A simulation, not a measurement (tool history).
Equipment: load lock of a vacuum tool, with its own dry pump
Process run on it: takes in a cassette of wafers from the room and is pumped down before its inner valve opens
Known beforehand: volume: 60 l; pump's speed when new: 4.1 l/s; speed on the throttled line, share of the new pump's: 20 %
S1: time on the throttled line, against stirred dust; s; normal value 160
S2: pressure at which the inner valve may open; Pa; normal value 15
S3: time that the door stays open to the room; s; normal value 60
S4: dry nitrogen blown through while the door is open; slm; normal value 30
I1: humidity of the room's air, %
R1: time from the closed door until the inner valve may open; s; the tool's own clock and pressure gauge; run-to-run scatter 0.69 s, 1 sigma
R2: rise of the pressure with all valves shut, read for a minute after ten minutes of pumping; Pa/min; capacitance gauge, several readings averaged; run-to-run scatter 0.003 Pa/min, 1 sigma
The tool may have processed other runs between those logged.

run 1 day=0 | S1=160 S2=15 S3=60 S4=30 | I1=43.7 | R1=267.9 R2=0.052
run 2 day=2.592 | S1=269 S2=15 S3=60 S4=30 | I1=47.7 | R1=353.2 R2=0.053
run 3 day=5.579 | S1=160 S2=15 S3=60 S4=5 | I1=43.1 | R1=268.9 R2=0.081
run 4 day=8.879 | S1=160 S2=15 S3=60 S4=8 | I1=44.2 | R1=270 R2=0.081
run 5 day=11.567 | S1=160 S2=15 S3=60 S4=8 | I1=42.4 | R1=268.3 R2=0.085
run 6 day=15.012 | S1=160 S2=15 S3=60 S4=30 | I1=45 | R1=271 R2=0.059
run 7 day=18.771 | S1=160 S2=15 S3=60 S4=30 | I1=44.2 | R1=270.4 R2=0.059
run 8 day=20.796 | S1=160 S2=15 S3=60 S4=11 | I1=46.1 | R1=269.2 R2=0.077
run 9 day=23.262 | S1=160 S2=11 S3=60 S4=11 | I1=44.5 | R1=273.9 R2=0.074
run 10 day=26.862 | S1=160 S2=15 S3=60 S4=30 | I1=41.7 | R1=268 R2=0.055
run 11 day=30.329 | S1=215 S2=15 S3=60 S4=30 | I1=45 | R1=311.9 R2=0.06
run 12 day=33.421 | S1=160 S2=15 S3=60 S4=30 | I1=43.5 | R1=269.5 R2=0.064
run 13 day=34.992 | S1=160 S2=16 S3=60 S4=30 | I1=46 | R1=268.3 R2=0.063
run 14 day=36.867 | S1=160 S2=15 S3=60 S4=30 | I1=47.9 | R1=268.6 R2=0.065
run 15 day=40.204 | S1=163 S2=11 S3=34 S4=30 | I1=44.2 | R1=277.8 R2=0.054
run 16 day=42.225 | S1=163 S2=11 S3=34 S4=30 | I1=43.3 | R1=277.2 R2=0.056
run 17 day=44.279 | S1=160 S2=15 S3=60 S4=30 | I1=45 | R1=269.2 R2=0.062
run 18 day=47.496 | S1=160 S2=14 S3=131 S4=13 | I1=44.8 | R1=271.8 R2=0.11
run 19 day=50.154 | S1=170 S2=29 S3=29 S4=30 | I1=44.5 | R1=265.7 R2=0.057
run 20 day=52.254 | S1=256 S2=19 S3=149 S4=17 | I1=43.8 | R1=338.8 R2=0.102
run 21 day=54.854 | S1=131 S2=15 S3=44 S4=30 | I1=49 | R1=247.2 R2=0.068
run 22 day=56.667 | S1=215 S2=15 S3=29 S4=30 | I1=44.8 | R1=313.1 R2=0.055
run 23 day=58.538 | S1=215 S2=15 S3=29 S4=30 | I1=44.8 | R1=311.2 R2=0.056
run 24 day=60.288 | S1=215 S2=15 S3=29 S4=30 | I1=42 | R1=311.2 R2=0.053

Forecast run 25:
run 25 day=63.888 | S1=160 S2=15 S3=128 S4=26 | I1=47.2 | R1=? R2=?

{"run 25": {"R1": 270.3, "R2": 0.102}}
Were there no unlogged condition in the tool, this run, its random variation unchanged, would have produced R1 257.5 s, R2 0.071 Pa/min.
